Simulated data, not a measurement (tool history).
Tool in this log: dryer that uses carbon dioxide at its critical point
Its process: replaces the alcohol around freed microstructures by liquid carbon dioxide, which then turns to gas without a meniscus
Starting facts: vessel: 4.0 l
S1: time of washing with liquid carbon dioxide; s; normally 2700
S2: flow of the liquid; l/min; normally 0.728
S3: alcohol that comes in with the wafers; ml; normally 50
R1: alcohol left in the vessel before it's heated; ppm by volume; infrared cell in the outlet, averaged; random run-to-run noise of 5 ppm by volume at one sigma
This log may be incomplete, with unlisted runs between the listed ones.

| run | day | S1 | S2 | S3 | R1 |
|---|---|---|---|---|---|
| 1 | 0 | 2700 | 0.728 | 50 | 129 |
| 2 | 0.421 | 2700 | 0.728 | 50 | 127 |
| 3 | 1.267 | 2700 | 0.728 | 50 | 137 |
| 4 | 1.883 | 2700 | 0.728 | 50 | 144 |
| 5 | 2.654 | 2700 | 0.728 | 50 | 144 |
| 6 | 3.133 | 2700 | 0.728 | 50 | 138 |
| 7 | 3.871 | 2700 | 0.728 | 50 | 143 |
| 8 | 4.383 | 2700 | 0.728 | 50 | 143 |
| 9 | 4.879 | 4320 | 0.728 | 50 | 79 |
| 10 | 5.575 | 2700 | 1.055 | 46 | 73 |
| 11 | 6.421 | 2520 | 1.055 | 46 | 90 |
| 12 | 7.017 | 2280 | 1.031 | 39 | 102 |
| 13 | 7.788 | 2280 | 1.031 | 39 | 92 |
| 14 | 8.804 | 3780 | 0.743 | 50 | 80 |
| 15 | 9.646 | 1620 | 0.563 | 49 | 1333 |
| 16 | 10.533 | 2700 | 1.004 | 69 | 97 |
| 17 | 11.35 | 1920 | 0.728 | 100 | 812 |

Forecast each of these 3 alternatives for the next run:
| A | 11.821 | 3480 | 0.728 | 114 | ? |
| B | 11.821 | 2220 | 0.728 | 71 | ? |
| C | 11.821 | 1920 | 0.718 | 22 | ? |

| run | R1 |
|---|---|
| A | 137 |
| B | 378 |
| C | 251 |
Without the tool's hidden state the same runs would have given:
| run | R1 |
|---|---|
| A | 21 |
| B | 135 |
| C | 88 |

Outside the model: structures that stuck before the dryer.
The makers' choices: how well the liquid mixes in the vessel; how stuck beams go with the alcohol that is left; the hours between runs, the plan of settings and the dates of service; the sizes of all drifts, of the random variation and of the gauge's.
